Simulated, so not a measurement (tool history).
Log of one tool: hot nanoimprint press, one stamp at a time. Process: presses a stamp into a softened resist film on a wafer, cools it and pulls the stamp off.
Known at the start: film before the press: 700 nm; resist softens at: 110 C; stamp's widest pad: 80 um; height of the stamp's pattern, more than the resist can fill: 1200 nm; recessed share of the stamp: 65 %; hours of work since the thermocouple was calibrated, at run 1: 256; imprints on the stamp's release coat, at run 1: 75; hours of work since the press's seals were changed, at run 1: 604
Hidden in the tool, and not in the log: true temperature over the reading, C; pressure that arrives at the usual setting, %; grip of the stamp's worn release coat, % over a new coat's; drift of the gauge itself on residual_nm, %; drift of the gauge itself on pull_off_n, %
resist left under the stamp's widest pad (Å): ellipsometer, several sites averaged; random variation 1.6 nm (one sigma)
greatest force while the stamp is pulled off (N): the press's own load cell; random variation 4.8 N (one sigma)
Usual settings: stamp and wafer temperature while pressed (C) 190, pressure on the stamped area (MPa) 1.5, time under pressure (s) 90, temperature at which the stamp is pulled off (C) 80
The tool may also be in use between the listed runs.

run    hour  stamp and wafer temperature while pressed (C)  pressure on the stamped area (MPa)  time under pressure (s)  temperature at which the stamp is pulled off (C)  hours of work since the thermocouple was calibrated  imprints on the stamp's release coat  hours of work since the press's seals were changed  resist left under the stamp's widest pad (Å)  greatest force while the stamp is pulled off (N)
  1       0                                            190                                 1.5                       90                                                80                                                  256                                    75                                                 604                                          2598                                               239
  2    33.2                                            190                                 1.5                       90                                                80                                                  279                                   227                                                 627                                          2640                                               253
  3    61.4                                            190                                 1.5                       90                                                80                                                  299                                   357                                                 647                                          2634                                               276
       72.2  -- plate thermocouple calibrated
      109.5  -- stamp cleaned and given a new release coat
  4   109.5                                            190                                 1.3                       90                                                80                                                   22                                     0                                                 674                                          2943                                               253
  5   142.9                                            190                                 1.3                       90                                                80                                                   45                                   154                                                 697                                          2965                                               264
  6   186.9                                            190                                 1.3                       90                                                80                                                   76                                   355                                                 728                                          2979                                               278
      234.6  -- stamp cleaned and given a new release coat
  7   236.2                                            190                                 1.3                       90                                                80                                                  106                                     7                                                 758                                          3001                                               239
  8   266.1                                            190                                 1.3                       90                                                80                                                  127                                   144                                                 779                                          3016                                               262
  9   289.4                                            190                                 1.3                       90                                                80                                                  143                                   251                                                 796                                          3047                                               271
      321.6  -- plate thermocouple calibrated, once more
 10   327.2                                            190                                 1.3                       90                                                80                                                    4                                   411                                                 820                                          2700                                               254
      362.9  -- stamp cleaned and given a new release coat
 11   378.3                                            190                                 1.3                       90                                                80                                                   35                                    71                                                 851                                          2735                                               236
 12   415.6                                            190                                 1.5                       90                                                80                                                   62                                   242                                                 877                                          2525                                               256
 13   445.2                                            190                                 1.5                       90                                                80                                                   82                                   378                                                 898                                          2531                                               255
      485.9  -- press's hydraulic seals changed and the load cell set to zero
      495.2  -- stamp cleaned and given a new release coat
 14     505                                            190                                 1.5                       90                                                80                                                  114                                    45                                                   9                                          2520                                               235
 15   531.8                                            189                                 1.5                       46                                                79                                                  133                                   168                                                  28                                          3280                                               257
 16   576.4                                            189                                 1.5                       46                                                79                                                  164                                   373                                                  59                                          3313                                               270
      617.9  -- stamp cleaned and given a new release coat
 17   628.4                                            189                                 1.5                       46                                                79                                                  196                                    48                                                  91                                          3315                                               250
 18   659.4                                            189                                 1.5                       46                                                79                                                  218                                   190                                                 113                                          3349                                               266
 19   698.1                                            189                                 1.5                       46                                                79                                                  245                                   368                                                 140                                          3329                                               274
 20   732.6                                            189                                 1.5                       46                                                79                                                  269                                   526                                                 164                                          3376                                               283
      740.8  -- stamp cleaned and given a new release coat
 21   772.1                                            185                                 1.5                       46                                                79                                                  292                                   144                                                 187                                          3888                                               249
      791.2  -- plate thermocouple calibrated
 22   811.1                                            185                                 1.5                       46                                                68                                                   14                                   309                                                 213                                          3771                                               350
 23   841.9                                            179                                 1.5                       63                                                80                                                   35                                   451                                                 234                                          4284                                               272
        868  -- stamp cleaned and given a new release coat
 24   883.9                                            179                                 1.5                       63                                                80                                                   61                                    73                                                 259                                          4286                                               233
 25   924.7                                            198                                1.09                       90                                                67                                                   89                                   260                                                 288                                          2270                                               349
 26   961.2                                            198                                1.09                       90                                                67                                                  115                                   427                                                 313                                          2324                                               362
      992.7  -- stamp cleaned and given a new release coat
 27  1003.5                                            191                                 1.5                       46                                                83                                                  140                                    49                                                 339                                          3126                                               223
 28  1040.6                                            201                                2.06                      108                                                81                                                  166                                   219                                                 364                                          1331                                               259

Forecast each of these 5 alternatives for the next run:
  A  1061.7                                            186                                2.06                      108                                                71                                                  181                                   316                                                 379                                             ?                                                 ?
  B  1061.7                                            190                                 1.5                      105                                                80                                                  181                                   316                                                 379                                             ?                                                 ?
  C  1061.7                                            190                                 1.5                      143                                                84                                                  181                                   316                                                 379                                             ?                                                 ?
  D  1061.7                                            194                                2.06                      108                                                81                                                  181                                   316                                                 379                                             ?                                                 ?
  E  1061.7                                            201                                1.75                      108                                                81                                                  181                                   316                                                 379                                             ?                                                 ?

run  resist left under the stamp's widest pad (Å)  greatest force while the stamp is pulled off (N)
  A                                          2342                                               333
  B                                          2442                                               257
  C                                          2172                                               224
  D                                          1720                                               253
  E                                          1474                                               253
Without the tool's hidden state the same runs would have given:
run  resist left under the stamp's widest pad (Å)  greatest force while the stamp is pulled off (N)
  A                                          2247                                               301
  B                                          2350                                               231
  C                                          2090                                               200
  D                                          1654                                               228
  E                                          1422                                               228
